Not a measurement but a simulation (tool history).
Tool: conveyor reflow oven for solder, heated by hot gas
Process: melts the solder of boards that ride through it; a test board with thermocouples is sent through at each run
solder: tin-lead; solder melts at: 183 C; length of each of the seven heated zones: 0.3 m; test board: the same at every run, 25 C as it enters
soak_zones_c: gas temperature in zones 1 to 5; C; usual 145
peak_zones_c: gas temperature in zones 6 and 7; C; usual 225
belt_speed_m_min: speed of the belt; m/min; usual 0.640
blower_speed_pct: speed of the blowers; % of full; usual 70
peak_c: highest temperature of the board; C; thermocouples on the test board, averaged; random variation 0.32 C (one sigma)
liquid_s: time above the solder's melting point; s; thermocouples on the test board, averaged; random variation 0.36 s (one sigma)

{"run": 1, "day": 0.0, "soak_zones_c": 145, "peak_zones_c": 225, "belt_speed_m_min": 0.64, "blower_speed_pct": 70, "peak_c": 207.7, "liquid_s": 37.0}
{"run": 2, "day": 0.4, "soak_zones_c": 145, "peak_zones_c": 225, "belt_speed_m_min": 0.619, "blower_speed_pct": 70, "peak_c": 208.2, "liquid_s": 39.6}
{"run": 3, "day": 0.788, "soak_zones_c": 145, "peak_zones_c": 225, "belt_speed_m_min": 0.619, "blower_speed_pct": 70, "peak_c": 208.6, "liquid_s": 38.7}
{"run": 4, "day": 1.129, "soak_zones_c": 145, "peak_zones_c": 225, "belt_speed_m_min": 0.64, "blower_speed_pct": 69, "peak_c": 207.5, "liquid_s": 36.7}
{"run": 5, "day": 1.325, "soak_zones_c": 145, "peak_zones_c": 225, "belt_speed_m_min": 0.64, "blower_speed_pct": 70, "peak_c": 207.7, "liquid_s": 36.2}
{"day": 1.804, "done": "flux residue cleaned out of gas plates and filters"}
{"run": 6, "day": 1.883, "soak_zones_c": 145, "peak_zones_c": 225, "belt_speed_m_min": 0.64, "blower_speed_pct": 68, "peak_c": 205.7, "liquid_s": 34.1}
{"run": 7, "day": 2.171, "soak_zones_c": 145, "peak_zones_c": 225, "belt_speed_m_min": 0.64, "blower_speed_pct": 68, "peak_c": 205.4, "liquid_s": 34.1}
{"run": 8, "day": 2.412, "soak_zones_c": 145, "peak_zones_c": 225, "belt_speed_m_min": 0.522, "blower_speed_pct": 68, "peak_c": 212.3, "liquid_s": 50.3}
{"day": 2.817, "done": "flux residue cleaned out of gas plates and filters, once more"}
{"run": 9, "day": 2.975, "soak_zones_c": 145, "peak_zones_c": 225, "belt_speed_m_min": 0.522, "blower_speed_pct": 68, "peak_c": 214.2, "liquid_s": 54.0}
{"run": 10, "day": 3.162, "soak_zones_c": 145, "peak_zones_c": 225, "belt_speed_m_min": 0.522, "blower_speed_pct": 68, "peak_c": 215.3, "liquid_s": 52.8}
{"run": 11, "day": 3.375, "soak_zones_c": 145, "peak_zones_c": 225, "belt_speed_m_min": 0.593, "blower_speed_pct": 70, "peak_c": 212.7, "liquid_s": 44.2}
{"run": 12, "day": 3.696, "soak_zones_c": 145, "peak_zones_c": 225, "belt_speed_m_min": 0.593, "blower_speed_pct": 70, "peak_c": 212.2, "liquid_s": 45.0}
{"run": 13, "day": 3.925, "soak_zones_c": 145, "peak_zones_c": 225, "belt_speed_m_min": 0.593, "blower_speed_pct": 70, "peak_c": 211.9, "liquid_s": 43.8}
{"run": 14, "day": 4.146, "soak_zones_c": 145, "peak_zones_c": 225, "belt_speed_m_min": 0.593, "blower_speed_pct": 70, "peak_c": 212.6, "liquid_s": 44.2}
{"run": 15, "day": 4.533, "soak_zones_c": 145, "peak_zones_c": 225, "belt_speed_m_min": 0.593, "blower_speed_pct": 70, "peak_c": 212.1, "liquid_s": 44.5}
{"run": 16, "day": 4.862, "soak_zones_c": 145, "peak_zones_c": 229, "belt_speed_m_min": 0.593, "blower_speed_pct": 52, "peak_c": 210.0, "liquid_s": 41.1}
{"run": 17, "day": 5.246, "soak_zones_c": 145, "peak_zones_c": 229, "belt_speed_m_min": 0.593, "blower_speed_pct": 52, "peak_c": 209.7, "liquid_s": 41.7}
{"run": 18, "day": 5.438, "soak_zones_c": 138, "peak_zones_c": 233, "belt_speed_m_min": 0.64, "blower_speed_pct": 70, "peak_c": 214.9, "liquid_s": 40.1}
{"run": 19, "day": 5.612, "soak_zones_c": 158, "peak_zones_c": 225, "belt_speed_m_min": 0.555, "blower_speed_pct": 81, "peak_c": 217.4, "liquid_s": 57.1}
{"run": 20, "day": 5.921, "soak_zones_c": 158, "peak_zones_c": 222, "belt_speed_m_min": 0.767, "blower_speed_pct": 72, "peak_c": 205.5, "liquid_s": 32.3}
{"run": 21, "day": 6.196, "soak_zones_c": 158, "peak_zones_c": 222, "belt_speed_m_min": 0.767, "blower_speed_pct": 72, "peak_c": 205.9, "liquid_s": 32.6}
{"run": 22, "day": 6.375, "soak_zones_c": 158, "peak_zones_c": 222, "belt_speed_m_min": 0.722, "blower_speed_pct": 82, "peak_c": 209.4, "liquid_s": 38.1}
{"run": 23, "day": 6.596, "soak_zones_c": 136, "peak_zones_c": 226, "belt_speed_m_min": 0.75, "blower_speed_pct": 87, "peak_c": 207.7, "liquid_s": 30.2}
{"run": 24, "day": 6.917, "soak_zones_c": 139, "peak_zones_c": 224, "belt_speed_m_min": 0.523, "blower_speed_pct": 74, "peak_c": 214.3, "liquid_s": 51.3}
{"run": 25, "day": 7.225, "soak_zones_c": 150, "peak_zones_c": 224, "belt_speed_m_min": 0.635, "blower_speed_pct": 74, "peak_c": 211.0, "liquid_s": 42.8}
{"run": 26, "day": 7.571, "soak_zones_c": 150, "peak_zones_c": 224, "belt_speed_m_min": 0.635, "blower_speed_pct": 74, "peak_c": 210.8, "liquid_s": 42.2}
{"run": 27, "day": 7.842, "soak_zones_c": 135, "peak_zones_c": 225, "belt_speed_m_min": 0.683, "blower_speed_pct": 70, "peak_c": 205.4, "liquid_s": 30.0}
{"run": 28, "day": 8.062, "soak_zones_c": 135, "peak_zones_c": 234, "belt_speed_m_min": 0.683, "blower_speed_pct": 53, "peak_c": 206.4, "liquid_s": 29.3}
{"run": 29, "day": 8.375, "soak_zones_c": 148, "peak_zones_c": 238, "belt_speed_m_min": 0.64, "blower_speed_pct": 62, "peak_c": 218.4, "liquid_s": 45.3}
{"run": 30, "day": 8.75, "soak_zones_c": 141, "peak_zones_c": 226, "belt_speed_m_min": 0.64, "blower_speed_pct": 62, "peak_c": 207.0, "liquid_s": 35.9}

Hidden state or all else? Some run-to-run changes of peak_c, split into what the settings, what came in and random variation would give without the hidden state, and what is left for the hidden state (with any gauge scatter that isn't in both results):
The hidden state here: heat that the gas passes to the board, % of a clean oven's; belt's true speed, % of the reading; true gas temperature in zones 6 and 7 over the reading, C; drift of the gauge itself on peak_c, C; drift of the gauge itself on liquid_s, %.
Run 5 -> 6: blower_speed_pct 70 -> 68, flux residue cleaned out of gas plates and filters. peak_c -2.0 C: hidden state -1.6, all else -0.4.
Run 7 -> 8: belt_speed_m_min 0.640 -> 0.522. peak_c +6.9 C: hidden state +0.9, all else +6.0.
Run 8 -> 9: flux residue cleaned out of gas plates and filters, once more. peak_c +1.9 C: hidden state +3.0, all else -1.1.
Run 19 -> 20: peak_zones_c 225 -> 222, belt_speed_m_min 0.555 -> 0.767, blower_speed_pct 81 -> 72. peak_c -11.9 C: hidden state -0.3, all else -11.6.
Run 28 -> 29: soak_zones_c 135 -> 148, peak_zones_c 234 -> 238, belt_speed_m_min 0.683 -> 0.640, blower_speed_pct 53 -> 62. peak_c +12.0 C: hidden state +0.2, all else +11.8.
Run 29 -> 30: soak_zones_c 148 -> 141, peak_zones_c 238 -> 226. peak_c -11.4 C: hidden state +0.0, all else -11.4.
